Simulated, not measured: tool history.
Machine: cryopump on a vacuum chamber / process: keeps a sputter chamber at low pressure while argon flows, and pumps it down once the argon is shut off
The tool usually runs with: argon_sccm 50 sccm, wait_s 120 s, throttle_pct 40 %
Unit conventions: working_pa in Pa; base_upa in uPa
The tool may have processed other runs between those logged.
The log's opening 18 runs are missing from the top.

run,hour,argon_sccm,wait_s,throttle_pct,hours of work since the pump was warmed up and emptied,hours of work since the cold head was overhauled,hours of work since the chamber's fittings were tightened,working_pa,base_upa
# hour 886.7: pump warmed up, emptied and cooled again
19,914.0,26,120,35,11,829,1058,0.1030,1.07
20,962.9,45,63,42,31,848,1078,0.1518,1.38
21,1010.6,28,22,52,50,868,1097,0.0756,2.68
22,1045.3,50,120,27,64,882,1111,0.2614,1.16
23,1105.7,30,120,27,88,906,1136,0.1574,1.24
24,1168.1,50,238,59,114,931,1161,0.1213,1.01
25,1219.3,52,47,54,134,952,1181,0.1369,1.70
26,1284.5,30,47,17,161,978,1208,0.2486,1.70
27,1312.9,76,120,40,172,990,1219,0.2688,1.19

Estimate the outcome of run 28 from the log above:
28,1351.0,25,39,23,187,1005,1235,?,?

{"run 28": {"working_pa": 0.1546, "base_upa": 1.93}}
With no hidden state in the tool, this same run would have given working_pa 0.1526 Pa, base_upa 1.30 uPa.
